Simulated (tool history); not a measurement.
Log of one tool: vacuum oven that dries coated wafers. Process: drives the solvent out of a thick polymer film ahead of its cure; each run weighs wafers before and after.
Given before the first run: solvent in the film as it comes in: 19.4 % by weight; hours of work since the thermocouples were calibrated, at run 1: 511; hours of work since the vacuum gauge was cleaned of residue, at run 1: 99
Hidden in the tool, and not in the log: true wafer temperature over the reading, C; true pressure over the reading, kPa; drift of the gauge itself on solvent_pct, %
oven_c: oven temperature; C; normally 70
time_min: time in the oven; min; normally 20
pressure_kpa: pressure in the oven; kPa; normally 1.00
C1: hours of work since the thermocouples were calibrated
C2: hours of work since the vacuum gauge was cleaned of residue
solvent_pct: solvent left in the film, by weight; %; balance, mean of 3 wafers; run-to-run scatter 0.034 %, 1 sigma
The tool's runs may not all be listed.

Run 1, hour 0.0: usual settings; C1 511; C2 99. Result: solvent_pct 4.44 %.
Run 2, hour 34.9: usual settings but pressure_kpa 2.90 kPa; C1 538; C2 126. Result: solvent_pct 4.89 %.
Run 3, hour 69.2: usual settings but pressure_kpa 2.90 kPa; C1 565; C2 153. Result: solvent_pct 4.93 %.
Run 4, hour 103.8: usual settings but pressure_kpa 2.90 kPa; C1 592; C2 180. Result: solvent_pct 5.00 %.
Run 5, hour 122.3: usual settings but pressure_kpa 2.90 kPa; C1 606; C2 194. Result: solvent_pct 4.91 %.
Run 6, hour 145.3: usual settings; C1 624; C2 212. Result: solvent_pct 4.40 %.
Run 7, hour 175.8: usual settings; C1 648; C2 236. Result: solvent_pct 4.46 %.
Run 8, hour 211.4: usual settings; C1 676; C2 264. Result: solvent_pct 4.47 %.
Run 9, hour 235.2: usual settings but pressure_kpa 0.66 kPa; C1 694; C2 282. Result: solvent_pct 4.49 %.
Run 10, hour 278.6: usual settings but pressure_kpa 0.66 kPa; C1 728; C2 316. Result: solvent_pct 4.41 %.
Run 11, hour 299.8: usual settings but oven_c 71 C; C1 745; C2 332. Result: solvent_pct 4.24 %.
Run 12, hour 339.0: usual settings but oven_c 71 C; C1 775; C2 363. Result: solvent_pct 4.22 %.
Run 13, hour 373.8: usual settings but oven_c 71 C; C1 802; C2 390. Result: solvent_pct 4.25 %.
Run 14, hour 395.4: usual settings but pressure_kpa 2.20 kPa; C1 819; C2 407. Result: solvent_pct 4.88 %.
Run 15, hour 418.0: usual settings but pressure_kpa 1.93 kPa; C1 836; C2 424. Result: solvent_pct 4.73 %.
At hour 452.9: oven's thermocouples calibrated.
Run 16, hour 458.0: usual settings but pressure_kpa 1.93 kPa; C1 4; C2 454. Result: solvent_pct 4.64 %.
Run 17, hour 499.7: usual settings but pressure_kpa 1.93 kPa; C1 36; C2 486. Result: solvent_pct 4.66 %.
Run 18, hour 523.4: usual settings; C1 55; C2 505. Result: solvent_pct 4.43 %.
Run 19, hour 557.8: usual settings; C1 82; C2 531. Result: solvent_pct 4.45 %.
Run 20, hour 593.1: usual settings; C1 109; C2 559. Result: solvent_pct 4.48 %.
Run 21, hour 630.2: usual settings; C1 138; C2 588. Result: solvent_pct 4.46 %.
Run 22, hour 656.1: usual settings; C1 158; C2 608. Result: solvent_pct 4.54 %.
Run 23, hour 676.1: usual settings but time_min 27 min; C1 174; C2 623. Result: solvent_pct 2.95 %.
Run 24, hour 717.4: usual settings but oven_c 56 C, time_min 15 min, pressure_kpa 2.07 kPa; C1 206; C2 656. Result: solvent_pct 10.75 %.
Run 25, hour 743.1: usual settings but oven_c 56 C, time_min 15 min, pressure_kpa 2.07 kPa; C1 226; C2 675. Result: solvent_pct 10.86 %.
Run 26, hour 784.1: usual settings but oven_c 72 C, time_min 30 min, pressure_kpa 2.07 kPa; C1 258; C2 707. Result: solvent_pct 2.37 %.
Run 27, hour 808.5: usual settings but oven_c 81 C, pressure_kpa 1.59 kPa; C1 277; C2 726. Result: solvent_pct 1.82 %.
At hour 813.7: vacuum gauge cleaned of residue and calibrated.
Run 28, hour 846.6: usual settings but oven_c 81 C, pressure_kpa 1.59 kPa; C1 305; C2 26. Result: solvent_pct 1.78 %.
Run 29, hour 887.9: usual settings but time_min 33 min; C1 337; C2 58. Result: solvent_pct 2.18 %.
Run 30, hour 919.5: usual settings but oven_c 59 C, pressure_kpa 0.56 kPa; C1 362; C2 82. Result: solvent_pct 8.17 %.
At hour 940.0: vacuum gauge cleaned of residue and calibrated, once more.
Run 31, hour 948.6: usual settings but oven_c 58 C, time_min 15 min, pressure_kpa 0.61 kPa; C1 383; C2 7. Result: solvent_pct 9.94 %.
Run 32, hour 969.7: usual settings but oven_c 58 C, time_min 11 min, pressure_kpa 0.83 kPa; C1 400; C2 23. Result: solvent_pct 11.39 %.
Run 33, hour 1000.8: usual settings but oven_c 66 C, time_min 26 min, pressure_kpa 1.53 kPa; C1 424; C2 47. Result: solvent_pct 4.54 %.
Run 34, hour 1037.6: usual settings but time_min 18 min, pressure_kpa 0.57 kPa; C1 452; C2 76. Result: solvent_pct 5.10 %.
Run 35, hour 1055.6: usual settings but time_min 18 min, pressure_kpa 0.57 kPa; C1 466; C2 90. Result: solvent_pct 5.10 %.
Run 36, hour 1088.5: usual settings but time_min 18 min, pressure_kpa 1.90 kPa; C1 492; C2 116. Result: solvent_pct 5.42 %.
Run 37, hour 1109.1: usual settings but oven_c 66 C, time_min 13 min, pressure_kpa 1.08 kPa; C1 508; C2 131. Result: solvent_pct 8.39 %.
Run 38, hour 1129.4: usual settings but oven_c 72 C, time_min 26 min, pressure_kpa 1.98 kPa; C1 524; C2 147. Result: solvent_pct 2.95 %.
Run 39, hour 1168.2: usual settings but oven_c 72 C, time_min 26 min, pressure_kpa 1.98 kPa; C1 554; C2 177. Result: solvent_pct 2.95 %.
Run 40, hour 1186.4: usual settings but oven_c 76 C, time_min 11 min, pressure_kpa 3.33 kPa; C1 568; C2 192. Result: solvent_pct 6.49 %.
Run 41, hour 1217.2: usual settings but oven_c 68 C, time_min 23 min, pressure_kpa 2.12 kPa; C1 592; C2 216. Result: solvent_pct 4.83 %.
Run 42, hour 1240.4: usual settings but oven_c 83 C, time_min 23 min, pressure_kpa 0.65 kPa; C1 610; C2 234. Result: solvent_pct 0.91 %.
Run 43, hour 1270.7: usual settings but oven_c 83 C, time_min 23 min, pressure_kpa 0.65 kPa; C1 634; C2 257. Result: solvent_pct 0.91 %.

Measured minus without-hidden-state, run by run (identical run-to-run variation in each term; gauge scatter may differ):
run  solvent_pct
  1        +0.07
  2        +0.09
  3        +0.10
  4        +0.12
  5        +0.12
  6        +0.12
  7        +0.13
  8        +0.14
  9        +0.14
 10        +0.16
 11        +0.17
 12        +0.17
 13        +0.19
 14        +0.20
 15        +0.20
 16        +0.10
 17        +0.11
 18        +0.11
 19        +0.12
 20        +0.13
 21        +0.15
 22        +0.15
 23        +0.14
 24        +0.16
 25        +0.17
 26        +0.14
 27        +0.12
 28        +0.13
 29        +0.17
 30        +0.24
 31        +0.20
 32        +0.18
 33        +0.24
 34        +0.25
 35        +0.25
 36        +0.27
 37        +0.27
 38        +0.22
 39        +0.23
 40        +0.29
 41        +0.31
 42        +0.12
 43        +0.12
